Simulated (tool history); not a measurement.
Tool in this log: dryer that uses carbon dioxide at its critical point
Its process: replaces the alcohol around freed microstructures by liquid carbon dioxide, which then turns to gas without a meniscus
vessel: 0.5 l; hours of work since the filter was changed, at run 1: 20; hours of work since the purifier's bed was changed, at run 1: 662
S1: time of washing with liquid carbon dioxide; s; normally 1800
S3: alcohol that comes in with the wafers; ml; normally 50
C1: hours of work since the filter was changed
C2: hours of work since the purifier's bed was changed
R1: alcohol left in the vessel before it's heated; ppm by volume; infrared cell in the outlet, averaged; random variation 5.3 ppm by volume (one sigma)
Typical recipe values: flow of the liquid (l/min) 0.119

Run 1, hour 0: usual settings; C1 20; C2 662. Result: R1 143 ppm by volume.
Run 2, hour 23.2: usual settings; C1 33; C2 675. Result: R1 149 ppm by volume.
Run 3, hour 53.3: usual settings; C1 50; C2 691. Result: R1 162 ppm by volume.
Run 4, hour 97: usual settings; C1 74; C2 716. Result: R1 180 ppm by volume.
Run 5, hour 139.8: usual settings; C1 98; C2 740. Result: R1 197 ppm by volume.
Run 6, hour 162.3: usual settings; C1 111; C2 753. Result: R1 200 ppm by volume.
Run 7, hour 212.1: usual settings but flow of the liquid (l/min) 0.079; C1 139; C2 781. Result: R1 1789 ppm by volume.
Run 8, hour 246.1: usual settings but S1 1200 s, S3 66 ml; C1 158; C2 800. Result: R1 2223 ppm by volume.
At hour 266.4: inlet filter changed.
Run 9, hour 276.3: usual settings but S1 1140 s, S3 40 ml; C1 6; C2 816. Result: R1 1102 ppm by volume.
Run 10, hour 319.5: usual settings but S1 1140 s, S3 40 ml; C1 30; C2 840. Result: R1 1179 ppm by volume.
Run 11, hour 351.3: usual settings but S1 1140 s, S3 40 ml; C1 48; C2 858. Result: R1 1225 ppm by volume.
Run 12, hour 392.1: usual settings but S1 1140 s, S3 40 ml; C1 71; C2 881. Result: R1 1333 ppm by volume.
Run 13, hour 430.6: usual settings but S1 2040 s, flow of the liquid (l/min) 0.167; C1 92; C2 903. Result: R1 35 ppm by volume.

Below are 3 alternative next runs, each starting from the tool's condition after run 13. Predict each:
Run A, hour 478.4: usual settings but S1 2280 s, flow of the liquid (l/min) 0.089, S3 95 ml; C1 119; C2 930. Result: R1 ?.
Run B, hour 478.4: usual settings but flow of the liquid (l/min) 0.116; C1 119; C2 930. Result: R1 ?.
Run C, hour 478.4: usual settings but S1 1260 s, flow of the liquid (l/min) 0.167, S3 43 ml; C1 119; C2 930. Result: R1 ?.

run   R1
  A  560
  B  249
  C  190
With the hidden condition removed and each run's random variation left untouched, the same runs would have given:
run   R1
  A  325
  B  133
  C   96
